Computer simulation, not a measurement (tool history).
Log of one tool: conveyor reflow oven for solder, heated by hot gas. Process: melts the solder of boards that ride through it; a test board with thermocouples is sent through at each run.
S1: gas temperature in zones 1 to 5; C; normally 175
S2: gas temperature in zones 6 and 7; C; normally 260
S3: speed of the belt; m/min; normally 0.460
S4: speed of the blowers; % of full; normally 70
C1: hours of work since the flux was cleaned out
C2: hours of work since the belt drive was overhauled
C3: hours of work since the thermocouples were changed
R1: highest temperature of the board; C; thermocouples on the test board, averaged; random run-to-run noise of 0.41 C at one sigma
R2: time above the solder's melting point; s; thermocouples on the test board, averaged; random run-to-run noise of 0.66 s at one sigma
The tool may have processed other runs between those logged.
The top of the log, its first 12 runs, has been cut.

{"run": 13, "day": 21.446, "S1": 175, "S2": 260, "S3": 0.46, "S4": 70, "C1": 45, "C2": 568, "C3": 149, "R1": 244.8, "R2": 71.3}
{"run": 14, "day": 23.725, "S1": 175, "S2": 256, "S3": 0.46, "S4": 70, "C1": 77, "C2": 600, "C3": 182, "R1": 241.1, "R2": 66.6}
{"run": 15, "day": 25.946, "S1": 182, "S2": 260, "S3": 0.46, "S4": 70, "C1": 109, "C2": 632, "C3": 214, "R1": 246.0, "R2": 76.2}
{"run": 16, "day": 28.217, "S1": 182, "S2": 260, "S3": 0.46, "S4": 70, "C1": 142, "C2": 665, "C3": 246, "R1": 245.6, "R2": 74.5}
{"run": 17, "day": 29.633, "S1": 163, "S2": 251, "S3": 0.46, "S4": 69, "C1": 162, "C2": 685, "C3": 267, "R1": 233.8, "R2": 48.1}
{"run": 18, "day": 31.388, "S1": 163, "S2": 251, "S3": 0.46, "S4": 69, "C1": 187, "C2": 710, "C3": 292, "R1": 233.5, "R2": 49.0}
{"run": 19, "day": 33.517, "S1": 175, "S2": 260, "S3": 0.377, "S4": 70, "C1": 217, "C2": 740, "C3": 322, "R1": 248.9, "R2": 95.9}
{"run": 20, "day": 34.488, "S1": 175, "S2": 260, "S3": 0.377, "S4": 70, "C1": 231, "C2": 754, "C3": 336, "R1": 248.4, "R2": 96.3}
{"run": 21, "day": 36.604, "S1": 175, "S2": 260, "S3": 0.377, "S4": 70, "C1": 262, "C2": 785, "C3": 366, "R1": 248.1, "R2": 95.4}
{"run": 22, "day": 38.858, "S1": 172, "S2": 260, "S3": 0.377, "S4": 70, "C1": 294, "C2": 817, "C3": 398, "R1": 248.3, "R2": 92.6}
{"run": 23, "day": 41.192, "S1": 172, "S2": 260, "S3": 0.377, "S4": 70, "C1": 327, "C2": 850, "C3": 432, "R1": 247.2, "R2": 91.3}
{"run": 24, "day": 42.667, "S1": 172, "S2": 260, "S3": 0.377, "S4": 70, "C1": 348, "C2": 871, "C3": 453, "R1": 247.6, "R2": 90.4}
{"run": 25, "day": 44.433, "S1": 175, "S2": 272, "S3": 0.46, "S4": 83, "C1": 373, "C2": 897, "C3": 478, "R1": 254.8, "R2": 84.0}
{"run": 26, "day": 45.979, "S1": 172, "S2": 251, "S3": 0.46, "S4": 74, "C1": 396, "C2": 919, "C3": 500, "R1": 235.2, "R2": 55.8}
{"run": 27, "day": 48.146, "S1": 175, "S2": 254, "S3": 0.46, "S4": 70, "C1": 427, "C2": 950, "C3": 531, "R1": 237.1, "R2": 58.7}
{"day": 48.504, "done": "flux residue cleaned out of gas plates and filters"}
{"run": 28, "day": 50.504, "S1": 175, "S2": 254, "S3": 0.46, "S4": 70, "C1": 29, "C2": 980, "C3": 562, "R1": 239.2, "R2": 65.4}
{"run": 29, "day": 51.567, "S1": 175, "S2": 254, "S3": 0.46, "S4": 62, "C1": 44, "C2": 996, "C3": 577, "R1": 236.4, "R2": 59.1}
{"run": 30, "day": 52.888, "S1": 175, "S2": 260, "S3": 0.452, "S4": 70, "C1": 63, "C2": 1014, "C3": 596, "R1": 244.6, "R2": 71.7}
{"run": 31, "day": 54.654, "S1": 175, "S2": 260, "S3": 0.452, "S4": 70, "C1": 88, "C2": 1040, "C3": 621, "R1": 244.3, "R2": 71.6}

Alternative continuations, all from the tool just after run 31; predict every row:
{"run": "A", "day": 56.692, "S1": 185, "S2": 268, "S3": 0.398, "S4": 70, "C1": 117, "C2": 1069, "C3": 650, "R1": "?", "R2": "?"}
{"run": "B", "day": 56.692, "S1": 182, "S2": 255, "S3": 0.452, "S4": 85, "C1": 117, "C2": 1069, "C3": 650, "R1": "?", "R2": "?"}
{"run": "C", "day": 56.692, "S1": 163, "S2": 260, "S3": 0.452, "S4": 70, "C1": 117, "C2": 1069, "C3": 650, "R1": "?", "R2": "?"}
{"run": "D", "day": 56.692, "S1": 175, "S2": 253, "S3": 0.452, "S4": 70, "C1": 117, "C2": 1069, "C3": 650, "R1": "?", "R2": "?"}

run=A R1=255.9 R2=103.5
run=B R1=243.2 R2=79.5
run=C R1=241.4 R2=61.9
run=D R1=238.2 R2=63.4
Stripped of hidden state, with their random variation kept, the same runs would have yielded:
run=A R1=257.6 R2=103.1
run=B R1=245.0 R2=80.1
run=C R1=243.1 R2=63.1
run=D R1=239.8 R2=64.9

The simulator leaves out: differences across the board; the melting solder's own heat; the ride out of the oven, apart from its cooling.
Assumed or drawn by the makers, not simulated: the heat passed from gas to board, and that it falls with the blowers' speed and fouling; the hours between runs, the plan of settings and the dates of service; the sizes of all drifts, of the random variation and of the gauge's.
